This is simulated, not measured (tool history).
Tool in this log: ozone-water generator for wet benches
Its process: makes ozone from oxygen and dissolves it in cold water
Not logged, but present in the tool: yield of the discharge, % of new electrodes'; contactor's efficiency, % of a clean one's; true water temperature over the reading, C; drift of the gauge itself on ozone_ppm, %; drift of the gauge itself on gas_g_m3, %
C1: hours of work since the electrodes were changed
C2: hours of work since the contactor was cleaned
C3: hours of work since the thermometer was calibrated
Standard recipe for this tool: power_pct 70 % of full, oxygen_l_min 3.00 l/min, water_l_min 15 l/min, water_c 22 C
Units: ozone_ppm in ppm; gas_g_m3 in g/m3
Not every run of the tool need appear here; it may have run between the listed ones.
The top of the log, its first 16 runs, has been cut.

{"run": 17, "hour": 837.4, "power_pct": 70, "oxygen_l_min": 3.88, "water_l_min": 15, "water_c": 22, "C1": 1991, "C2": 3248, "C3": 3560, "ozone_ppm": 13.2, "gas_g_m3": 147.6}
{"hour": 892.3, "done": "water thermometer calibrated"}
{"run": 18, "hour": 905.3, "power_pct": 45, "oxygen_l_min": 3.0, "water_l_min": 9, "water_c": 22, "C1": 2055, "C2": 3312, "C3": 12, "ozone_ppm": 13.3, "gas_g_m3": 114.1}
{"run": 19, "hour": 953.5, "power_pct": 45, "oxygen_l_min": 3.0, "water_l_min": 20, "water_c": 22, "C1": 2100, "C2": 3357, "C3": 58, "ozone_ppm": 6.8, "gas_g_m3": 112.9}
{"run": 20, "hour": 1022.1, "power_pct": 47, "oxygen_l_min": 4.6, "water_l_min": 18, "water_c": 26, "C1": 2165, "C2": 3422, "C3": 122, "ozone_ppm": 7.9, "gas_g_m3": 101.1}
{"run": 21, "hour": 1080.8, "power_pct": 47, "oxygen_l_min": 4.6, "water_l_min": 16, "water_c": 20, "C1": 2220, "C2": 3477, "C3": 178, "ozone_ppm": 9.7, "gas_g_m3": 100.7}
{"run": 22, "hour": 1142.8, "power_pct": 49, "oxygen_l_min": 3.0, "water_l_min": 15, "water_c": 16, "C1": 2278, "C2": 3536, "C3": 236, "ozone_ppm": 10.1, "gas_g_m3": 119.6}
{"hour": 1174.2, "done": "water thermometer calibrated, once more"}
{"run": 23, "hour": 1207.5, "power_pct": 43, "oxygen_l_min": 2.91, "water_l_min": 17, "water_c": 16, "C1": 2339, "C2": 3596, "C3": 31, "ozone_ppm": 8.0, "gas_g_m3": 108.6}
{"run": 24, "hour": 1258.1, "power_pct": 43, "oxygen_l_min": 2.91, "water_l_min": 17, "water_c": 16, "C1": 2387, "C2": 3644, "C3": 79, "ozone_ppm": 8.1, "gas_g_m3": 108.6}
{"run": 25, "hour": 1297.6, "power_pct": 43, "oxygen_l_min": 2.91, "water_l_min": 13, "water_c": 14, "C1": 2424, "C2": 3681, "C3": 116, "ozone_ppm": 10.6, "gas_g_m3": 109.6}
{"run": 26, "hour": 1373.6, "power_pct": 70, "oxygen_l_min": 3.0, "water_l_min": 11, "water_c": 16, "C1": 2496, "C2": 3753, "C3": 188, "ozone_ppm": 17.6, "gas_g_m3": 155.7}
{"run": 27, "hour": 1431.9, "power_pct": 58, "oxygen_l_min": 1.84, "water_l_min": 10, "water_c": 24, "C1": 2551, "C2": 3808, "C3": 243, "ozone_ppm": 13.2, "gas_g_m3": 159.9}
{"run": 28, "hour": 1507.3, "power_pct": 75, "oxygen_l_min": 4.96, "water_l_min": 19, "water_c": 22, "C1": 2622, "C2": 3879, "C3": 314, "ozone_ppm": 11.2, "gas_g_m3": 135.5}
{"hour": 1537.8, "done": "contactor cleaned"}
{"run": 29, "hour": 1548.3, "power_pct": 75, "oxygen_l_min": 4.96, "water_l_min": 19, "water_c": 22, "C1": 2656, "C2": 10, "C3": 349, "ozone_ppm": 11.8, "gas_g_m3": 135.0}
{"run": 30, "hour": 1605.4, "power_pct": 59, "oxygen_l_min": 4.96, "water_l_min": 19, "water_c": 22, "C1": 2710, "C2": 64, "C3": 403, "ozone_ppm": 10.0, "gas_g_m3": 114.3}
{"run": 31, "hour": 1668.7, "power_pct": 59, "oxygen_l_min": 4.96, "water_l_min": 19, "water_c": 22, "C1": 2770, "C2": 123, "C3": 462, "ozone_ppm": 10.0, "gas_g_m3": 112.1}
{"run": 32, "hour": 1744.2, "power_pct": 41, "oxygen_l_min": 4.96, "water_l_min": 19, "water_c": 25, "C1": 2841, "C2": 195, "C3": 533, "ozone_ppm": 7.3, "gas_g_m3": 85.7}
{"run": 33, "hour": 1793.6, "power_pct": 100, "oxygen_l_min": 4.96, "water_l_min": 19, "water_c": 26, "C1": 2888, "C2": 241, "C3": 580, "ozone_ppm": 13.5, "gas_g_m3": 164.7}

Consider 3 possible next runs. They are alternatives, not a sequence: every one starts from the tool as it was left by run 33. What does each give?
{"run": "A", "hour": 1856.5, "power_pct": 68, "oxygen_l_min": 4.75, "water_l_min": 11, "water_c": 22, "C1": 2947, "C2": 300, "C3": 639, "ozone_ppm": "?", "gas_g_m3": "?"}
{"run": "B", "hour": 1856.5, "power_pct": 100, "oxygen_l_min": 2.2, "water_l_min": 11, "water_c": 19, "C1": 2947, "C2": 300, "C3": 639, "ozone_ppm": "?", "gas_g_m3": "?"}
{"run": "C", "hour": 1856.5, "power_pct": 43, "oxygen_l_min": 3.0, "water_l_min": 15, "water_c": 22, "C1": 2947, "C2": 300, "C3": 639, "ozone_ppm": "?", "gas_g_m3": "?"}

run=A ozone_ppm=16.6 gas_g_m3=125.9
run=B ozone_ppm=20.3 gas_g_m3=217.7
run=C ozone_ppm=8.9 gas_g_m3=105.4
What these runs would have given with no unlogged condition in the tool:
run=A ozone_ppm=19.6 gas_g_m3=148.3
run=B ozone_ppm=25.4 gas_g_m3=269.9
run=C ozone_ppm=9.9 gas_g_m3=116.7
